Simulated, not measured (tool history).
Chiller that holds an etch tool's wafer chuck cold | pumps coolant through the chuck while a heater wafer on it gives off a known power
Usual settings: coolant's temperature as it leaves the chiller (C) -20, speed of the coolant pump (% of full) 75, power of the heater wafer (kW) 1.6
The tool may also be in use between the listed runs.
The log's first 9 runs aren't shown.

run	hour	coolant's temperature as it leaves the chiller (C)	speed of the coolant pump (% of full)	power of the heater wafer (kW)	hours since the coolant was changed and the channels were flushed	hours since the pump was overhauled	hours since the chiller's thermometer was calibrated	chuck's temperature once it has settled (C)	how much warmer the coolant comes back (C)
10	494.7	-20	67	1.6	1101	2491	2979	0	7.09
11	551.9	-20	67	1.6	1158	2548	3036	0.1	7.09
12	588.5	-20	67	1.6	1195	2585	3072	-0.2	7.08
13	650.4	-20	67	1.6	1257	2647	3134	-0.3	7.11
14	682.8	-20	75	2.343	1289	2679	3167	6.8	9.3
15	748.7	-20	75	2.343	1355	2745	3233	6.9	9.39
16	790.2	-20	75	2.343	1397	2787	3274	6.9	9.34
17	828.6	-28	82	1.6	1435	2825	3312	-11	5.84

The next listed run, before its measurement:
# hour 846.3: chiller's thermometer calibrated
18	872.9	-29	70	1.098	1478	2868	27	?	?

chuck's temperature once it has settled (C): -15.9
how much warmer the coolant comes back (C): 4.66
Without the tool's hidden state the same run would have given chuck's temperature once it has settled (C) -16.1, how much warmer the coolant comes back (C) 4.48.

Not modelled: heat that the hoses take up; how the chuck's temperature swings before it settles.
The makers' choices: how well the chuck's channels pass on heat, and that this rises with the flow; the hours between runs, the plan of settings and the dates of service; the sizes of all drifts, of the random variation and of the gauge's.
